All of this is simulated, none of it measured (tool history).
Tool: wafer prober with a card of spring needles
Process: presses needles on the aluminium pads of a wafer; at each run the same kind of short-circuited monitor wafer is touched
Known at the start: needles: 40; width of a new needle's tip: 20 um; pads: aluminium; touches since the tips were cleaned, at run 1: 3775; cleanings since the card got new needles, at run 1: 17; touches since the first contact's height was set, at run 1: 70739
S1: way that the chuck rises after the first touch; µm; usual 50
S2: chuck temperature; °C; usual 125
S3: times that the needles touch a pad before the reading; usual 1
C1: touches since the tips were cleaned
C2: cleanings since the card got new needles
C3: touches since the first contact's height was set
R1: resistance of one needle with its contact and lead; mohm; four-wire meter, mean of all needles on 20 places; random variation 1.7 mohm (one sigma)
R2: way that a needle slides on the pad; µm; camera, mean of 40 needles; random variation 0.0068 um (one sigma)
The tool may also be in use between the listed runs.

| run | day | S1 | S2 | S3 | C1 | C2 | C3 | R1 | R2 |
|---|---|---|---|---|---|---|---|---|---|
| 1 | 0 | 50 | 125 | 1 | 3775 | 17 | 70739 | 179 | 12.371 |
| 2 | 0.642 | 50 | 125 | 1 | 7071 | 17 | 74035 | 181 | 12.37 |
|  | 0.862 | tips cleaned on abrasive film |
| 3 | 1.342 | 50 | 125 | 1 | 2473 | 18 | 77615 | 178 | 12.373 |
| 4 | 2.058 | 46 | 125 | 1 | 6151 | 18 | 81293 | 179 | 11.374 |
|  | 2.467 | tips cleaned on abrasive film |
|  | 2.721 | height of the first contact set anew |
| 5 | 2.721 | 46 | 28 | 1 | 1243 | 19 | 0 | 158 | 11.371 |
| 6 | 3.212 | 32 | 125 | 1 | 3774 | 19 | 2531 | 191 | 7.907 |
| 7 | 3.7 | 32 | 125 | 1 | 6264 | 19 | 5021 | 189 | 7.903 |
|  | 4.079 | tips cleaned on abrasive film |
| 8 | 4.242 | 50 | 125 | 1 | 826 | 20 | 7790 | 178 | 12.374 |
| 9 | 4.771 | 50 | 125 | 1 | 3547 | 20 | 10511 | 180 | 12.365 |
| 10 | 5.417 | 50 | 125 | 1 | 6867 | 20 | 13831 | 179 | 12.355 |
|  | 5.704 | tips cleaned on abrasive film |
| 11 | 5.967 | 43 | 125 | 1 | 1353 | 21 | 16642 | 180 | 10.629 |
| 12 | 6.462 | 43 | 125 | 1 | 3897 | 21 | 19186 | 182 | 10.63 |
| 13 | 6.983 | 50 | 125 | 1 | 6577 | 21 | 21866 | 179 | 12.361 |
|  | 7.304 | tips cleaned on abrasive film |
| 14 | 7.575 | 50 | 125 | 1 | 1396 | 22 | 24888 | 178 | 12.357 |
| 15 | 8.483 | 50 | 125 | 1 | 6059 | 22 | 29551 | 177 | 12.37 |
|  | 8.95 | tips cleaned on abrasive film |
| 16 | 9.033 | 50 | 38 | 1 | 435 | 23 | 32368 | 159 | 12.363 |
| 17 | 9.846 | 50 | 38 | 1 | 4615 | 23 | 36548 | 161 | 12.363 |
|  | 10.538 | tips cleaned on abrasive film |
| 18 | 10.538 | 50 | 38 | 1 | 0 | 24 | 40078 | 161 | 12.36 |
| 19 | 11.092 | 30 | 116 | 1 | 2845 | 24 | 42923 | 193 | 7.418 |
| 20 | 11.712 | 30 | 116 | 1 | 6034 | 24 | 46112 | 192 | 7.426 |
|  | 12.158 | tips cleaned on abrasive film |
| 21 | 12.217 | 49 | 112 | 1 | 289 | 25 | 48692 | 177 | 12.111 |
| 22 | 12.796 | 44 | 59 | 1 | 3270 | 25 | 51673 | 168 | 10.878 |
| 23 | 13.271 | 44 | 59 | 1 | 5707 | 25 | 54110 | 168 | 10.873 |
|  | 13.783 | tips cleaned on abrasive film |
| 24 | 13.979 | 30 | 102 | 1 | 1000 | 26 | 57726 | 187 | 7.415 |
| 25 | 14.725 | 50 | 75 | 3 | 4843 | 26 | 61569 | 166 | 12.351 |
| 26 | 15.146 | 50 | 125 | 2 | 7002 | 26 | 63728 | 180 | 12.363 |
|  | 15.396 | tips cleaned on abrasive film |
| 27 | 15.533 | 56 | 125 | 2 | 703 | 27 | 65707 | 177 | 13.847 |
| 28 | 16.408 | 64 | 125 | 2 | 5203 | 27 | 70207 | 171 | 15.826 |

The next listed run, before its measurement:
| 29 | 16.817 | 47 | 125 | 1 | 7297 | 27 | 72301 | ? | ? |

Run 29 gave R1 180 mohm, R2 11.613 µm.
Without the tool's hidden state the same run would have given R1 179 mohm, R2 11.614 µm.
